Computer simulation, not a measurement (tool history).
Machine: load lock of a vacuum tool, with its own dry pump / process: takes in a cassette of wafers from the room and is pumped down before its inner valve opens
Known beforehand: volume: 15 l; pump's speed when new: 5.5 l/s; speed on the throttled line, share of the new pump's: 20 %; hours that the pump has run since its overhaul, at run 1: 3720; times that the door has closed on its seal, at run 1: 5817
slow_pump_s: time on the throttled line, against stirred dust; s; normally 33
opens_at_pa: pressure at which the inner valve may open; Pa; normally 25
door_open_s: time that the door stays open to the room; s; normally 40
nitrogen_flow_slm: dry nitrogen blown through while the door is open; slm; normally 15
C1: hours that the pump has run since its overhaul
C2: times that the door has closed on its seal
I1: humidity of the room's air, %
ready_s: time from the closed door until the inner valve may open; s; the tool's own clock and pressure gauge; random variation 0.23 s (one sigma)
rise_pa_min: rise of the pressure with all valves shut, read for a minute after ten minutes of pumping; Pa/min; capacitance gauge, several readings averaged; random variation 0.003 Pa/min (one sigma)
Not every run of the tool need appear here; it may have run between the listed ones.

Run 1, day 0.000: usual settings; C1 3720; C2 5817; I1 44.3. Result: ready_s 49.1 s, rise_pa_min 0.045 Pa/min.
Run 2, day 6.092: usual settings; C1 3866; C2 6502; I1 44.6. Result: ready_s 49.3 s, rise_pa_min 0.043 Pa/min.
Run 3, day 12.308: usual settings; C1 4015; C2 7201; I1 44.6. Result: ready_s 49.6 s, rise_pa_min 0.052 Pa/min.
Run 4, day 16.071: usual settings; C1 4106; C2 7623; I1 43.8. Result: ready_s 49.2 s, rise_pa_min 0.056 Pa/min.
Run 5, day 22.129: usual settings but slow_pump_s 61 s; C1 4251; C2 8304; I1 46.4. Result: ready_s 71.6 s, rise_pa_min 0.058 Pa/min.
Run 6, day 26.879: usual settings but slow_pump_s 61 s; C1 4365; C2 8838; I1 43.1. Result: ready_s 72.2 s, rise_pa_min 0.063 Pa/min.
Run 7, day 31.846: usual settings but slow_pump_s 61 s; C1 4484; C2 9396; I1 45.8. Result: ready_s 71.6 s, rise_pa_min 0.058 Pa/min.
Run 8, day 38.212: usual settings but slow_pump_s 61 s; C1 4637; C2 10112; I1 46.9. Result: ready_s 72.3 s, rise_pa_min 0.066 Pa/min.
Run 9, day 44.396: usual settings but slow_pump_s 40 s; C1 4786; C2 10807; I1 42.2. Result: ready_s 54.8 s, rise_pa_min 0.062 Pa/min.
Run 10, day 49.350: usual settings; C1 4904; C2 11364; I1 46.2. Result: ready_s 49.7 s, rise_pa_min 0.062 Pa/min.
Run 11, day 51.988: usual settings; C1 4968; C2 11660; I1 45.0. Result: ready_s 49.7 s, rise_pa_min 0.070 Pa/min.
Run 12, day 58.246: usual settings but opens_at_pa 29 Pa; C1 5118; C2 12364; I1 44.0. Result: ready_s 49.4 s, rise_pa_min 0.076 Pa/min.
Run 13, day 61.638: usual settings but slow_pump_s 31 s, opens_at_pa 42 Pa, nitrogen_flow_slm 5 slm; C1 5199; C2 12745; I1 45.8. Result: ready_s 46.6 s, rise_pa_min 0.091 Pa/min.
Run 14, day 67.025: usual settings but slow_pump_s 31 s, opens_at_pa 42 Pa, nitrogen_flow_slm 5 slm; C1 5329; C2 13350; I1 44.1. Result: ready_s 46.7 s, rise_pa_min 0.087 Pa/min.
Run 15, day 71.417: usual settings but slow_pump_s 31 s, opens_at_pa 42 Pa, nitrogen_flow_slm 9 slm; C1 5434; C2 13844; I1 45.3. Result: ready_s 46.5 s, rise_pa_min 0.078 Pa/min.
Run 16, day 74.738: usual settings but slow_pump_s 53 s, opens_at_pa 36 Pa, door_open_s 191 s, nitrogen_flow_slm 41 slm; C1 5514; C2 14217; I1 42.4. Result: ready_s 64.5 s, rise_pa_min 0.075 Pa/min.
Run 17, day 80.971: usual settings but slow_pump_s 53 s, opens_at_pa 42 Pa, door_open_s 77 s, nitrogen_flow_slm 30 slm; C1 5663; C2 14918; I1 42.7. Result: ready_s 63.9 s, rise_pa_min 0.073 Pa/min.
Run 18, day 84.738: usual settings but slow_pump_s 53 s, opens_at_pa 42 Pa, door_open_s 77 s, nitrogen_flow_slm 30 slm; C1 5754; C2 15342; I1 45.1. Result: ready_s 64.2 s, rise_pa_min 0.077 Pa/min.
Run 19, day 90.133: usual settings but slow_pump_s 44 s, opens_at_pa 42 Pa, door_open_s 36 s, nitrogen_flow_slm 11 slm; C1 5883; C2 15948; I1 48.1. Result: ready_s 57.1 s, rise_pa_min 0.091 Pa/min.
Run 20, day 96.312: usual settings but slow_pump_s 44 s, opens_at_pa 42 Pa, door_open_s 36 s, nitrogen_flow_slm 11 slm; C1 6032; C2 16642; I1 47.7. Result: ready_s 57.1 s, rise_pa_min 0.095 Pa/min.
Run 21, day 101.871: usual settings but opens_at_pa 30 Pa, door_open_s 139 s, nitrogen_flow_slm 7 slm; C1 6165; C2 17267; I1 46.4. Result: ready_s 49.6 s, rise_pa_min 0.124 Pa/min.
Run 22, day 107.150: usual settings but opens_at_pa 30 Pa, door_open_s 139 s, nitrogen_flow_slm 7 slm; C1 6292; C2 17860; I1 44.1. Result: ready_s 49.2 s, rise_pa_min 0.127 Pa/min.
Run 23, day 110.350: usual settings but opens_at_pa 26 Pa, door_open_s 55 s, nitrogen_flow_slm 34 slm; C1 6368; C2 18220; I1 41.3. Result: ready_s 49.9 s, rise_pa_min 0.090 Pa/min.
Run 24, day 115.817: usual settings but opens_at_pa 26 Pa, door_open_s 55 s, nitrogen_flow_slm 34 slm; C1 6500; C2 18835; I1 44.1. Result: ready_s 49.5 s, rise_pa_min 0.092 Pa/min.

Had the tool no unlogged condition, and each run kept its random variation, what would the results have been?
What the log doesn't record here: pump's speed, % of a new pump's; leak at the door's seal, Pa l/s; drift of the gauge itself on ready_s, %; drift of the gauge itself on rise_pa_min, %.
run  ready_s  rise_pa_min
  1     48.8        0.029
  2     49.0        0.024
  3     49.2        0.031
  4     48.8        0.034
  5     71.3        0.034
  6     71.9        0.037
  7     71.3        0.031
  8     72.0        0.035
  9     54.4        0.029
 10     49.2        0.027
 11     49.2        0.034
 12     48.8        0.036
 13     46.1        0.051
 14     46.2        0.043
 15     46.0        0.033
 16     64.1        0.027
 17     63.5        0.023
 18     63.8        0.026
 19     56.6        0.036
 20     56.6        0.036
 21     48.9        0.063
 22     48.5        0.062
 23     49.2        0.025
 24     48.7        0.023

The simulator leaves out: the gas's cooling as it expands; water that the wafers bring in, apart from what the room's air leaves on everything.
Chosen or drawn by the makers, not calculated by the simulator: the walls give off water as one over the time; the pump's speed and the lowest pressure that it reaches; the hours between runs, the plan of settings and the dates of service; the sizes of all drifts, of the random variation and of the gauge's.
